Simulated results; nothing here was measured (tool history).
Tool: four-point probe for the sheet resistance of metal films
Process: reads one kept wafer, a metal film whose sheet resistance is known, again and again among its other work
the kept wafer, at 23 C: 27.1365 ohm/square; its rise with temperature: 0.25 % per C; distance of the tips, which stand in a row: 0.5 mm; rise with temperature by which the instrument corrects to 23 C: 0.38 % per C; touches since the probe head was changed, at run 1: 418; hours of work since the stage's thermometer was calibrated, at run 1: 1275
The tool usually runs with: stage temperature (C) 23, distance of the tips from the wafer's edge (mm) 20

run   hour  stage temperature (C)  distance of the tips from the wafer's edge (mm)  touches since the probe head was changed  hours of work since the stage's thermometer was calibrated  sheet resistance as the instrument gives it (ohm/square)
  1      0                     23                                               20                                       418                                                        1275                                                 27.199174
  2   11.9                     23                                               20                                       637                                                        1281                                                 27.192839
  3   26.2                     23                                               20                                       902                                                        1288                                                 27.197581
  4   34.9                     23                                               20                                      1063                                                        1292                                                 27.202359
  5   54.2                     23                                               20                                      1418                                                        1301                                                 27.191945
  6   68.8                     23                                               20                                      1689                                                        1308                                                 27.197168
  7   81.4                     23                                               20                                      1920                                                        1315                                                  27.19619
  8   98.9                     23                                                6                                      2245                                                        1323                                                  27.28491
  9  118.6                     23                                                8                                      2608                                                        1333                                                 27.242928
 10  128.9                     23                                                8                                      2799                                                        1338                                                 27.239156
 11  144.6                     30                                               12                                      3088                                                        1345                                                 26.978837
 12  155.3                     32                                               68                                      3286                                                        1350                                                 26.895583
 13  173.6                     25                                               42                                      3623                                                        1359                                                 27.117967
 14  187.2                     21                                               51                                      3874                                                        1366                                                 27.252548
 15  205.4                     21                                               51                                      4210                                                        1375                                                 27.257973
 16  220.9                     25                                                6                                      4497                                                        1382                                                 27.217865
 17  232.5                     25                                                6                                      4711                                                        1388                                                 27.222503
 18  249.5                     25                                                6                                      5025                                                        1396                                                 27.218728
 19  266.8                     25                                                3                                      5344                                                        1404                                                 27.526588
 20  284.2                     25                                               15                                      5664                                                        1413                                                 27.138239

Predict each of these 5 candidate next runs independently; none follows another, all start after run 20:
  A  292.4                     21                                               50                                      5817                                                        1417                                                         ?
  B  292.4                     23                                               41                                      5817                                                        1417                                                         ?
  C  292.4                     24                                               41                                      5817                                                        1417                                                         ?
  D  292.4                     35                                               15                                      5817                                                        1417                                                         ?
  E  292.4                     25                                               46                                      5817                                                        1417                                                         ?

run  sheet resistance as the instrument gives it (ohm/square)
  A                                                 27.252791
  B                                                 27.180022
  C                                                 27.153994
  D                                                 26.809878
  E                                                 27.117685
With the hidden condition removed and each run's random variation left untouched, the same runs would have given:
run  sheet resistance as the instrument gives it (ohm/square)
  A                                                 27.205212
  B                                                 27.132653
  C                                                 27.106712
  D                                                 26.763632
  E                                                 27.070507

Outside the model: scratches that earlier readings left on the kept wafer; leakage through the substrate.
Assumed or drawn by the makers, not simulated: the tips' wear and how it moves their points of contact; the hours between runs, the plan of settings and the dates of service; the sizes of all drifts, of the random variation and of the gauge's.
